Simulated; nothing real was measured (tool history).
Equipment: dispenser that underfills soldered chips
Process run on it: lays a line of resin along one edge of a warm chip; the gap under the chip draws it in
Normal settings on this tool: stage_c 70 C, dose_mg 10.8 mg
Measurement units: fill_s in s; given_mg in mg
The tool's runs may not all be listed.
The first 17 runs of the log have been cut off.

-- day=3.267 new syringe of resin
run 18 day=3.375 | stage_c=56 dose_mg=10.5 | fill_s=89.6 given_mg=9.86
run 19 day=3.512 | stage_c=70 dose_mg=11.1 | fill_s=54.6 given_mg=10.36
run 20 day=3.758 | stage_c=70 dose_mg=11.1 | fill_s=73 given_mg=10.41
-- day=3.808 new syringe of resin
run 21 day=3.996 | stage_c=83 dose_mg=12.7 | fill_s=27.1 given_mg=11.86
run 22 day=4.171 | stage_c=84 dose_mg=13.8 | fill_s=32.5 given_mg=12.84
-- day=4.35 new syringe of resin
run 23 day=4.442 | stage_c=62 dose_mg=10 | fill_s=67.4 given_mg=9.3
run 24 day=4.704 | stage_c=62 dose_mg=10.7 | fill_s=90.4 given_mg=9.98
-- day=4.892 new syringe of resin
run 25 day=4.946 | stage_c=62 dose_mg=10.7 | fill_s=63.8 given_mg=9.9
run 26 day=5.092 | stage_c=82 dose_mg=11.2 | fill_s=31.1 given_mg=10.5
run 27 day=5.225 | stage_c=73 dose_mg=10.8 | fill_s=53.8 given_mg=9.91
run 28 day=5.371 | stage_c=73 dose_mg=10.8 | fill_s=63.9 given_mg=9.93
-- day=5.446 new syringe of resin
run 29 day=5.612 | stage_c=75 dose_mg=11 | fill_s=40.4 given_mg=10.08
run 30 day=5.792 | stage_c=61 dose_mg=11.3 | fill_s=95.5 given_mg=10.41
run 31 day=5.9 | stage_c=61 dose_mg=10.4 | fill_s=109.1 given_mg=9.53
-- day=5.983 new syringe of resin
run 32 day=6.092 | stage_c=77 dose_mg=10.7 | fill_s=34.2 given_mg=9.84
run 33 day=6.3 | stage_c=77 dose_mg=10.7 | fill_s=44.2 given_mg=9.82
-- day=6.521 new syringe of resin
run 34 day=6.554 | stage_c=70 dose_mg=13.7 | fill_s=40.4 given_mg=12.56
run 35 day=6.733 | stage_c=68 dose_mg=10 | fill_s=58.3 given_mg=9.09

Forecast each of these 4 alternatives for the next run:
-- day=6.996 dispensing valve cleaned and set on the balance
run A day=7.012 | stage_c=70 dose_mg=9.6 | fill_s=? given_mg=?
-- day=6.996 dispensing valve cleaned and set on the balance
run B day=7.012 | stage_c=56 dose_mg=10 | fill_s=? given_mg=?
-- day=6.996 dispensing valve cleaned and set on the balance
run C day=7.012 | stage_c=71 dose_mg=10.8 | fill_s=? given_mg=?
-- day=6.996 dispensing valve cleaned and set on the balance
run D day=7.012 | stage_c=68 dose_mg=10.3 | fill_s=? given_mg=?

run=A fill_s=72.1 given_mg=9.61
run=B fill_s=139.4 given_mg=9.91
run=C fill_s=67.1 given_mg=10.8
run=D fill_s=77 given_mg=10.42
Stripped of hidden state, with their random variation kept, the same runs would have yielded:
run=A fill_s=39.4 given_mg=9.62
run=B fill_s=76.3 given_mg=9.92
run=C fill_s=36.9 given_mg=10.81
run=D fill_s=42.1 given_mg=10.42
